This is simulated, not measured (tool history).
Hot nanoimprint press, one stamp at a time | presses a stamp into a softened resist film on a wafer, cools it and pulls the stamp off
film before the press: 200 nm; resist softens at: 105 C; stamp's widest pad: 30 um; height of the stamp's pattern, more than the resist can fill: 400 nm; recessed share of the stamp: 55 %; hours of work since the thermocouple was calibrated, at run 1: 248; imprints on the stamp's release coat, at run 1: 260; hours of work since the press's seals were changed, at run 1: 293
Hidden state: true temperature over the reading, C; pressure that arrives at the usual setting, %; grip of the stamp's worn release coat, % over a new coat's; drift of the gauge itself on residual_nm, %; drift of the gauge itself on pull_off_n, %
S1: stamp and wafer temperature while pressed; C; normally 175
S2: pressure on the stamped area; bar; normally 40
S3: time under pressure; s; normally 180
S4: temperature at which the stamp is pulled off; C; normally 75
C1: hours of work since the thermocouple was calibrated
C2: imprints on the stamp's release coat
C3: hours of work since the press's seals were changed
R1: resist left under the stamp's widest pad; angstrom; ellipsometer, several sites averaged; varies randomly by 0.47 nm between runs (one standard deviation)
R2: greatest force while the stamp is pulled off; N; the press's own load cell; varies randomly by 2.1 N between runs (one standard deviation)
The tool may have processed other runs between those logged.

run,hour,S1,S2,S3,S4,C1,C2,C3,R1,R2
1,0,175,40,180,75,248,260,293,1110,99
2,9.3,175,40,180,74,255,305,300,1106,104
3,15.7,175,40,180,74,259,336,305,1099,111
4,23,175,40,180,74,264,371,310,1104,111
5,33.2,175,40,180,75,272,419,317,1110,107
6,41.4,175,40,180,75,278,459,323,1111,110
7,45.6,175,40,180,67,281,479,326,1107,126
8,51.1,175,40,180,67,285,505,330,1106,125
9,59.3,175,27.4,180,75,291,544,336,1249,112
10,66.9,175,27.4,180,75,296,581,341,1258,111
11,74,175,54.6,180,75,301,615,347,990,120
12,83,175,40,180,82,308,658,353,1111,105
13,88.3,175,40,180,82,311,683,357,1116,104
14,95.6,175,40,180,82,317,718,362,1124,109
15,103.2,175,40,180,82,322,755,368,1116,107
# hour 109.2: plate thermocouple calibrated
16,112.1,175,38.2,180,82,2,783,372,1057,104
17,117,178,40,180,75,6,806,375,889,122
18,127.3,175,28.1,149,75,13,855,383,1250,120
19,132.8,175,28.1,149,75,17,882,387,1258,126
20,137.2,187,28.4,198,63,20,903,390,630,147
21,146.3,184,40,180,67,27,947,396,660,140
22,152.7,184,40,106,82,31,977,401,829,114
23,159.7,186,29.9,240,72,36,1011,406,601,136
24,167.5,186,29.9,240,72,42,1048,412,599,129
25,177.1,182,40.5,240,82,49,1094,418,651,115
26,181.7,182,40.5,240,82,52,1116,422,657,111
27,189.2,163,27.1,236,79,58,1152,427,1691,123
28,196.1,178,57.9,114,82,63,1185,432,944,114
29,202.8,170,40,227,75,67,1217,437,1228,133

How the hidden state differs across the entries between the runs, from the last listed run before each to the first after it:
Run 15 -> run 16: plate thermocouple calibrated (hour 109.2)
  true temperature over the reading, C: -1.46 -> 0.07; pressure that arrives at the usual setting, %: 98.87 -> 98.86; grip of the stamp's worn release coat, % over a new coat's: 26.7 -> 27.8
  measured minus no-state result, R1: +80 -> +1 angstrom; R2: +25 -> +23 N
